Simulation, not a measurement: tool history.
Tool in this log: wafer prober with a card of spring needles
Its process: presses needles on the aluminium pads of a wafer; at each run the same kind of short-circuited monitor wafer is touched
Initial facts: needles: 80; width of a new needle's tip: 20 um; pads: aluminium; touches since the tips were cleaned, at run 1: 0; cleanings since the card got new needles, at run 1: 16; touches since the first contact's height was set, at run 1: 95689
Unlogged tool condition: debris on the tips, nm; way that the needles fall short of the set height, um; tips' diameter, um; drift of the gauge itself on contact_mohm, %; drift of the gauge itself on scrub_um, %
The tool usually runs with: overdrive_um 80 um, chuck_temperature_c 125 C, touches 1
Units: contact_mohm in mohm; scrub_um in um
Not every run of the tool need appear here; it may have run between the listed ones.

run     day  overdrive_um  chuck_temperature_c  touches  touches since the tips were cleaned  cleanings since the card got new needles  touches since the first contact's height was set  contact_mohm  scrub_um
  1       0            80                  125        1                                    0                                        16                                             95689           262     16.49
      0.392  -- tips cleaned on abrasive film
      0.783  -- tips cleaned on abrasive film
       1.15  -- tips cleaned on abrasive film
  2    1.15            80                  125        1                                    0                                        19                                            114270           263      16.7
      1.542  -- tips cleaned on abrasive film
      1.933  -- tips cleaned on abrasive film
       2.25  -- tips cleaned on abrasive film
      2.642  -- tips cleaned on abrasive film
  3   2.721            80                  125        3                                 1325                                        23                                            139641           264     16.68
      2.958  -- tips cleaned on abrasive film
       3.35  -- tips cleaned on abrasive film
  4   3.642            80                  125        3                                 4712                                        25                                            154479           262     16.76
      3.721  -- tips cleaned on abrasive film
      4.112  -- tips cleaned on abrasive film
      4.429  -- tips cleaned on abrasive film
      4.821  -- tips cleaned on abrasive film
      5.133  -- tips cleaned on abrasive film
  5   5.267            80                  125        3                                 2157                                        30                                            180681           267      16.8
      5.504  -- tips cleaned on abrasive film
      5.896  -- tips cleaned on abrasive film
      6.288  -- tips cleaned on abrasive film
      6.679  -- tips cleaned on abrasive film
      7.071  -- tips cleaned on abrasive film
  6   7.104            80                  125        3                                  557                                        35                                            210348           263     16.65
      7.421  -- tips cleaned on abrasive film
      7.812  -- tips cleaned on abrasive film
  7   8.058            80                  125        3                                 4001                                        37                                            225740           267     16.71
      8.138  -- tips cleaned on abrasive film
      8.529  -- tips cleaned on abrasive film
      8.921  -- tips cleaned on abrasive film
      9.312  -- tips cleaned on abrasive film
      9.325  -- height of the first contact set anew
      9.662  -- tips cleaned on abrasive film
  8   9.662            80                  125        3                                    0                                        42                                              5385           259     16.91
     10.054  -- tips cleaned on abrasive film
     10.446  -- tips cleaned on abrasive film
     10.758  -- tips cleaned on abrasive film
  9  11.067            80                  125        3                                 5036                                        45                                             28137           264     16.74
      11.15  -- tips cleaned on abrasive film
     11.542  -- tips cleaned on abrasive film
     11.933  -- tips cleaned on abrasive film
     12.246  -- tips cleaned on abrasive film
     12.638  -- tips cleaned on abrasive film
     12.975  -- tips cleaned on abrasive film
 10  12.975            80                  125        2                                    0                                        51                                             58881           267     16.82
     13.367  -- tips cleaned on abrasive film
     13.683  -- tips cleaned on abrasive film
     14.075  -- tips cleaned on abrasive film
     14.467  -- tips cleaned on abrasive film
 11  14.692            80                   41        2                                 3680                                        55                                             86607           245     16.71
      14.85  -- tips cleaned on abrasive film
     15.167  -- tips cleaned on abrasive film
     15.558  -- tips cleaned on abrasive film
 12  15.617            80                  125        1                                  991                                        58                                            101520           265     16.86
     15.933  -- tips cleaned on abrasive film
     16.325  -- tips cleaned on abrasive film
     16.717  -- tips cleaned on abrasive film
     17.029  -- tips cleaned on abrasive film
 13   17.25            80                  125        1                                 3542                                        62                                            127845           265     16.61
     17.408  -- tips cleaned on abrasive film
       17.8  -- tips cleaned on abrasive film
     18.112  -- tips cleaned on abrasive film
     18.429  -- tips cleaned on abrasive film
     18.821  -- tips cleaned on abrasive film
 14      19            65                   92        1                                 2943                                        67                                            156101           255     13.63
     19.158  -- tips cleaned on abrasive film
     19.475  -- tips cleaned on abrasive film
     19.788  -- tips cleaned on abrasive film
 15  20.075            80                  125        2                                 4691                                        70                                            173449           264     16.82
     20.158  -- tips cleaned on abrasive film
      20.55  -- tips cleaned on abrasive film
     20.862  -- tips cleaned on abrasive film
     21.254  -- tips cleaned on abrasive film
 16  21.467            80                  125        2                                 3423                                        74                                            195857           262     16.81
     21.625  -- tips cleaned on abrasive film
     22.017  -- tips cleaned on abrasive film
     22.408  -- tips cleaned on abrasive film
     22.725  -- tips cleaned on abrasive film
     23.117  -- tips cleaned on abrasive film
 17  23.358            70                   28        1                                 3985                                        79                                            226420           240     14.72
     23.442  -- tips cleaned on abrasive film
     23.754  -- tips cleaned on abrasive film
     24.071  -- tips cleaned on abrasive film
     24.462  -- tips cleaned on abrasive film
     24.629  -- height of the first contact set anew
 18  24.688            70                   61        2                                 3458                                        83                                               927           247     14.64
     24.846  -- tips cleaned on abrasive film
     25.158  -- tips cleaned on abrasive film
      25.55  -- tips cleaned on abrasive film
     25.867  -- tips cleaned on abrasive film
     26.258  -- tips cleaned on abrasive film
 19  26.346            70                   61        2                                 1454                                        88                                             27693           249     14.77
     26.583  -- tips cleaned on abrasive film
     26.975  -- tips cleaned on abrasive film
 20  27.125            65                  125        1                                 2464                                        90                                             40284           263     13.82
     27.362  -- tips cleaned on abrasive film
     27.754  -- tips cleaned on abrasive film
     28.071  -- tips cleaned on abrasive film
     28.462  -- tips cleaned on abrasive film
 21  28.679            81                  125        1                                 3531                                        94                                             65331           263     17.14
     28.838  -- tips cleaned on abrasive film
     29.229  -- tips cleaned on abrasive film
     29.546  -- tips cleaned on abrasive film
 22    29.8            81                  125        1                                 4189                                        97                                             83442           266      17.2
     29.883  -- tips cleaned on abrasive film
     30.275  -- tips cleaned on abrasive film
     30.667  -- tips cleaned on abrasive film
     31.058  -- tips cleaned on abrasive film
 23  31.208            83                   96        2                                 2433                                       101                                            106128           254     17.62
     31.446  -- tips cleaned on abrasive film
     31.758  -- tips cleaned on abrasive film
     32.075  -- tips cleaned on abrasive film
     32.467  -- tips cleaned on abrasive film
     32.775  -- gauge calibrated
     32.779  -- tips cleaned on abrasive film
 24  32.996            65                  125        1                                 3520                                       106                                            134960           266     13.38
     33.154  -- tips cleaned on abrasive film
     33.471  -- tips cleaned on abrasive film
     33.862  -- tips cleaned on abrasive film
     34.254  -- tips cleaned on abrasive film
     34.646  -- tips cleaned on abrasive film
 25  34.842            92                   61        1                                 3185                                       111                                            164723           246     19.05
         35  -- tips cleaned on abrasive film
     35.312  -- tips cleaned on abrasive film
     35.704  -- tips cleaned on abrasive film
     36.025  -- tips cleaned on abrasive film
 26  36.025            80                  125        2                                    0                                       115                                            183769           261     16.65

Results for each run, recomputed without the tool's hidden state and with each run's random variation untouched:
run  scrub_um
  1      16.5
  2     16.69
  3     16.65
  4     16.72
  5     16.75
  6     16.58
  7     16.63
  8     16.79
  9     16.59
 10     16.66
 11     16.53
 12     16.67
 13      16.4
 14     13.44
 15     16.57
 16     16.55
 17     14.48
 18     14.36
 19     14.47
 20     13.53
 21     16.76
 22     16.81
 23      17.2
 24     13.39
 25     19.04
 26     16.63
For contact_mohm, the value without the hidden state is never more than 1 mohm from the measured value.

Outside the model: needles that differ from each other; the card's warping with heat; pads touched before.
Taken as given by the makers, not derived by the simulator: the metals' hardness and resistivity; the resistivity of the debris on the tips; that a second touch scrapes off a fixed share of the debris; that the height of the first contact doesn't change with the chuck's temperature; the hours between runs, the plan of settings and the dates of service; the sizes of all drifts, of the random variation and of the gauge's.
